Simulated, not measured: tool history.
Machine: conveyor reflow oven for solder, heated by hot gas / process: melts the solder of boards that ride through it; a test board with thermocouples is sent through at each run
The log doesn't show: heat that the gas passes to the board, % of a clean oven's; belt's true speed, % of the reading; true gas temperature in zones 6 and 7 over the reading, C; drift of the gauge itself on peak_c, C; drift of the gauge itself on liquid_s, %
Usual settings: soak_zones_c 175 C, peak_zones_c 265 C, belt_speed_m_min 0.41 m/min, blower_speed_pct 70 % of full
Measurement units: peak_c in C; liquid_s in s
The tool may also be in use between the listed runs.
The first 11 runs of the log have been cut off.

run   hour  soak_zones_c  peak_zones_c  belt_speed_m_min  blower_speed_pct  hours of work since the flux was cleaned out  hours of work since the belt drive was overhauled  hours of work since the thermocouples were changed  peak_c  liquid_s
 12  155.3           175           265              0.36                70                                           116                                                786                                                 608     257     110.5
 13  168.9           175           265              0.41                70                                           126                                                796                                                 618   254.5      92.3
 14  182.1           175           265             0.358                70                                           136                                                806                                                 628   257.4     111.3
 15  190.9           175           269              0.41                70                                           143                                                813                                                 635     257      96.2
 16  206.8           190           269              0.41                70                                           154                                                825                                                 647   259.1     106.8
 17  216.1           177           269              0.41                59                                           161                                                831                                                 654   254.8      93.3
     230.8  -- belt drive overhauled, speed set with a stopwatch
 18  230.8           163           265             0.442                70                                           169                                                  0                                                 662   248.9      72.8
 19    245           163           265             0.442                70                                           180                                                 11                                                 672   249.4      73.6
 20  261.1           164           269             0.455                62                                           192                                                 23                                                 684   249.4      69.9
 21  276.3           164           269             0.374                62                                           203                                                 34                                                 696   256.5      96.5
 22  284.2           172           269             0.459                62                                           209                                                 40                                                 701     250        75
 23  298.2           175           261              0.42                55                                           220                                                 50                                                 712   245.6        77
 24    306           175           261              0.42                55                                           226                                                 56                                                 718     245      76.4
 25  318.1           175           265              0.41                74                                           235                                                 65                                                 727   254.3      92.6
 26  327.5           175           265              0.41                74                                           242                                                 72                                                 734   254.2      92.8
 27  340.3           175           265             0.451                74                                           251                                                 82                                                 743   251.1      79.7
 28  347.6           171           277             0.452                70                                           257                                                 87                                                 749   260.3      85.3
 29  355.7           171           277             0.452                70                                           263                                                 93                                                 755   259.7      85.3
 30  369.8           171           277             0.442                70                                           273                                                104                                                 765   261.2      88.8
 31  386.2           171           277             0.442                70                                           286                                                116                                                 778   261.2      88.3

Forecast each of these 4 alternatives for the next run:
  A  397.4           175           261              0.41                70                                           294                                                124                                                 786       ?         ?
  B  397.4           163           265              0.41                70                                           294                                                124                                                 786       ?         ?
  C  397.4           171           269             0.387                61                                           294                                                124                                                 786       ?         ?
  D  397.4           175           265              0.41                73                                           294                                                124                                                 786       ?         ?

run  peak_c  liquid_s
  A   249.2      86.4
  B     251      82.6
  C   255.7      96.4
  D   254.1      91.7
With the hidden condition removed and each run's random variation left untouched, the same runs would have given:
run  peak_c  liquid_s
  A   248.7      86.2
  B   250.7      82.7
  C   255.2        96
  D   253.7      91.5
